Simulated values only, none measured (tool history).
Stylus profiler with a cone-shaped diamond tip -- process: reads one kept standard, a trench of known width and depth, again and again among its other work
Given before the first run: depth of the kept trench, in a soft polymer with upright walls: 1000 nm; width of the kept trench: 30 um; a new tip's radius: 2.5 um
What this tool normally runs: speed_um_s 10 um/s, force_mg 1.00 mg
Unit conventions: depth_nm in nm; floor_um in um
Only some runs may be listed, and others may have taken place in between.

run 1 hour=0.0 | speed_um_s=10 force_mg=1.00 | depth_nm=1000.52 floor_um=24.93
run 2 hour=44.9 | speed_um_s=10 force_mg=1.00 | depth_nm=1000.65 floor_um=24.97
run 3 hour=92.5 | speed_um_s=10 force_mg=1.00 | depth_nm=1000.15 floor_um=24.83
run 4 hour=145.8 | speed_um_s=10 force_mg=1.00 | depth_nm=999.71 floor_um=24.83
run 5 hour=212.4 | speed_um_s=10 force_mg=1.00 | depth_nm=1000.06 floor_um=24.77
run 6 hour=264.2 | speed_um_s=8 force_mg=1.00 | depth_nm=1000.07 floor_um=24.82
run 7 hour=299.5 | speed_um_s=10 force_mg=1.00 | depth_nm=999.83 floor_um=24.72
run 8 hour=360.3 | speed_um_s=10 force_mg=1.00 | depth_nm=999.81 floor_um=24.68
run 9 hour=401.4 | speed_um_s=10 force_mg=1.00 | depth_nm=999.34 floor_um=24.65
run 10 hour=469.3 | speed_um_s=2 force_mg=1.64 | depth_nm=1000.62 floor_um=24.71
-- hour=524.9 height scale calibrated on a step standard
run 11 hour=526.2 | speed_um_s=7 force_mg=1.06 | depth_nm=1004.57 floor_um=24.62
run 12 hour=575.8 | speed_um_s=25 force_mg=0.42 | depth_nm=1002.50 floor_um=24.45
run 13 hour=627.3 | speed_um_s=14 force_mg=0.42 | depth_nm=1001.86 floor_um=24.51
run 14 hour=656.4 | speed_um_s=10 force_mg=1.35 | depth_nm=1004.85 floor_um=24.66
run 15 hour=696.4 | speed_um_s=7 force_mg=1.00 | depth_nm=1003.35 floor_um=24.58
run 16 hour=727.3 | speed_um_s=7 force_mg=1.00 | depth_nm=1003.80 floor_um=24.56
-- hour=755.6 new tip fitted, height scale calibrated
run 17 hour=775.0 | speed_um_s=27 force_mg=0.58 | depth_nm=1002.31 floor_um=25.90
run 18 hour=842.4 | speed_um_s=14 force_mg=1.00 | depth_nm=1003.46 floor_um=25.89

Below are 3 alternative next runs, each starting from the tool's condition after run 18. Predict each:
run A hour=879.8 | speed_um_s=14 force_mg=0.74 | depth_nm=? floor_um=?
run B hour=879.8 | speed_um_s=4 force_mg=1.00 | depth_nm=? floor_um=?
run C hour=879.8 | speed_um_s=17 force_mg=2.69 | depth_nm=? floor_um=?

run=A depth_nm=1002.62 floor_um=25.89
run=B depth_nm=1003.61 floor_um=25.94
run=C depth_nm=1007.18 floor_um=25.93
Had the tool no hidden state, the same runs would have come out as:
run=A depth_nm=1003.22 floor_um=25.91
run=B depth_nm=1004.21 floor_um=25.95
run=C depth_nm=1007.78 floor_um=25.94

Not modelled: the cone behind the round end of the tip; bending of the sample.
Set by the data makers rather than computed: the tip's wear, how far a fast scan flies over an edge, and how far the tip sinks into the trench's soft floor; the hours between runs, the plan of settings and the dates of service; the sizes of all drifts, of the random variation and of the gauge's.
